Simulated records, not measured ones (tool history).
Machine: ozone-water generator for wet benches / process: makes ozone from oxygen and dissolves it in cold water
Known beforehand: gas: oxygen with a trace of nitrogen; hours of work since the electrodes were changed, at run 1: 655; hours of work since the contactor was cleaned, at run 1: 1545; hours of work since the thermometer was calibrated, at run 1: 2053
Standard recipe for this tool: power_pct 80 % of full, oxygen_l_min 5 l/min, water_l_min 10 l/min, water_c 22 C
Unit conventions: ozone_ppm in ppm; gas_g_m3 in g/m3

run,hour,power_pct,oxygen_l_min,water_l_min,water_c,hours of work since the electrodes were changed,hours of work since the contactor was cleaned,hours of work since the thermometer was calibrated,ozone_ppm,gas_g_m3
1,0,80,5,10,22,655,1545,2053,18,179.3
2,66.7,80,5,10,22,696,1586,2094,18.1,179.5
3,131.6,80,5,10,22,735,1625,2134,18.1,179.3
4,263.9,46,5,10,22,816,1706,2214,13.2,132
5,377.6,46,5,10,22,885,1775,2284,13.1,130.8
6,525.2,46,5,10,22,976,1866,2374,13.1,132
7,605.2,80,5,10,22,1024,1914,2423,17.8,175.8
# hour 613.5: water thermometer calibrated
8,706.5,80,5,10,22,1086,1976,57,17.3,175.7
9,780.5,80,5,10,22,1131,2021,102,17.6,177.3
10,899.9,80,5,10,22,1204,2094,175,17.2,175.4
# hour 1000.4: water thermometer calibrated, once more
11,1020.6,80,5,10,22,1277,2167,12,17.3,174.5
12,1094.2,61,5,14,22,1322,2212,57,11.3,151.5
13,1232.9,61,5,14,22,1407,2297,142,11.4,151.8
14,1377.5,93,3.54,8,22,1495,2385,230,22.1,213.8
15,1476.7,43,3.54,7,22,1556,2446,291,16.4,142.9

Expected results for the next run?
16,1554.4,80,5,10,28,1603,2493,338,?,?

{"run 16": {"ozone_ppm": 15.1, "gas_g_m3": 174.7}}
The same run, on a tool lacking any hidden state, would have yielded ozone_ppm 17 ppm, gas_g_m3 186.9 g/m3.
